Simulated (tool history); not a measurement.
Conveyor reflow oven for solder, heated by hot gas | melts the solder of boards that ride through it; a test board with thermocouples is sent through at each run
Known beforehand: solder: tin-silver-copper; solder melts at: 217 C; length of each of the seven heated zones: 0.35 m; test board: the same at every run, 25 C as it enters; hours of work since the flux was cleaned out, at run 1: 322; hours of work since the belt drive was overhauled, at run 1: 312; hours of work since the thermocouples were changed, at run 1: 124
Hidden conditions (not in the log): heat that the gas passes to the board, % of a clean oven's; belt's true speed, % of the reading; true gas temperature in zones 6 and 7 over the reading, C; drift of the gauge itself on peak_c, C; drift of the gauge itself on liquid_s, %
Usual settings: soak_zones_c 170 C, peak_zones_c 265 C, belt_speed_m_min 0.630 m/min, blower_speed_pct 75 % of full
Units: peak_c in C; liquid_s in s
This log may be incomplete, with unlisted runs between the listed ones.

run   hour  soak_zones_c  peak_zones_c  belt_speed_m_min  blower_speed_pct  hours of work since the flux was cleaned out  hours of work since the belt drive was overhauled  hours of work since the thermocouples were changed  peak_c  liquid_s
  1    0.0           170           265             0.630                75                                           322                                                312                                                 124   250.7      48.2
  2   11.8           164           265             0.630                75                                           330                                                320                                                 132   249.9      46.2
  3   17.8           164           265             0.630                75                                           334                                                324                                                 135   250.0      45.8
  4   26.8           164           265             0.630                75                                           340                                                330                                                 142   249.6      45.8
  5   39.2           164           265             0.630                75                                           348                                                338                                                 150   249.6      46.2
  6   51.0           170           265             0.630                75                                           356                                                346                                                 158   250.2      48.2
  7   56.4           170           265             0.630                75                                           360                                                349                                                 161   249.8      47.8
  8   65.3           170           265             0.630                75                                           366                                                355                                                 167   250.9      47.4
  9   74.7           170           265             0.630                75                                           372                                                361                                                 173   250.6      48.7
 10   81.3           170           279             0.630                75                                           376                                                366                                                 178   262.4      54.9
 11   86.6           170           279             0.630                75                                           380                                                369                                                 181   262.9      55.5
 12   97.1           170           265             0.630                75                                           387                                                376                                                 188   250.3      48.7
 13  104.1           170           265             0.630                75                                           391                                                381                                                 193   250.0      47.8
 14  115.7           170           265             0.630                75                                           399                                                389                                                 200   250.4      48.8
 15  128.0           170           265             0.630                75                                           407                                                397                                                 208   250.4      47.9
 16  133.5           170           265             0.630                75                                           411                                                400                                                 212   250.4      47.4
 17  142.1           170           255             0.721                79                                           416                                                406                                                 218   238.0      32.1
 18  148.1           164           263             0.721                79                                           420                                                410                                                 222   243.6      35.0
 19  154.0           163           266             0.538                75                                           424                                                414                                                 226   255.1      59.3
 20  162.4           170           253             0.572                75                                           430                                                420                                                 231   242.4      47.8
 21  172.5           170           253             0.572                75                                           437                                                426                                                 238   242.5      47.8
 22  183.8           161           257             0.630                81                                           444                                                434                                                 245   242.2      39.9
 23  189.1           179           276             0.624                52                                           448                                                437                                                 249   257.3      55.4
 24  199.7           179           268             0.624                79                                           455                                                444                                                 256   255.0      54.4
 25  205.3           158           277             0.523                79                                           458                                                448                                                 260   265.4      66.2
 26  212.0           170           265             0.743                80                                           463                                                452                                                 264   245.9      36.1
 27  223.6           184           265             0.702                75                                           470                                                460                                                 272   249.4      45.8
 28  235.8           170           265             0.630                86                                           479                                                468                                                 280   252.3      49.8
 29  241.8           170           265             0.630                86                                           482                                                472                                                 284   251.8      49.6
 30  253.7           170           265             0.630                86                                           490                                                480                                                 292   252.2      49.5
     259.6  -- flux residue cleaned out of gas plates and filters
 31  268.2           170           265             0.630                56                                             6                                                486                                                 298   248.7      47.1

What if the next run were any one of these 3? Each begins from the tool's condition after run 31:
  A  274.9           162           265             0.630                80                                            10                                                491                                                 302       ?         ?
  B  274.9           170           255             0.630                75                                            10                                                491                                                 302       ?         ?
  C  274.9           170           257             0.654                75                                            10                                                491                                                 302       ?         ?

run  peak_c  liquid_s
  A   252.7      47.7
  B   243.2      43.8
  C   244.4      42.6
Without the tool's unlogged condition, the same runs would have read:
run  peak_c  liquid_s
  A   251.3      46.2
  B   241.8      42.1
  C   243.1      41.0
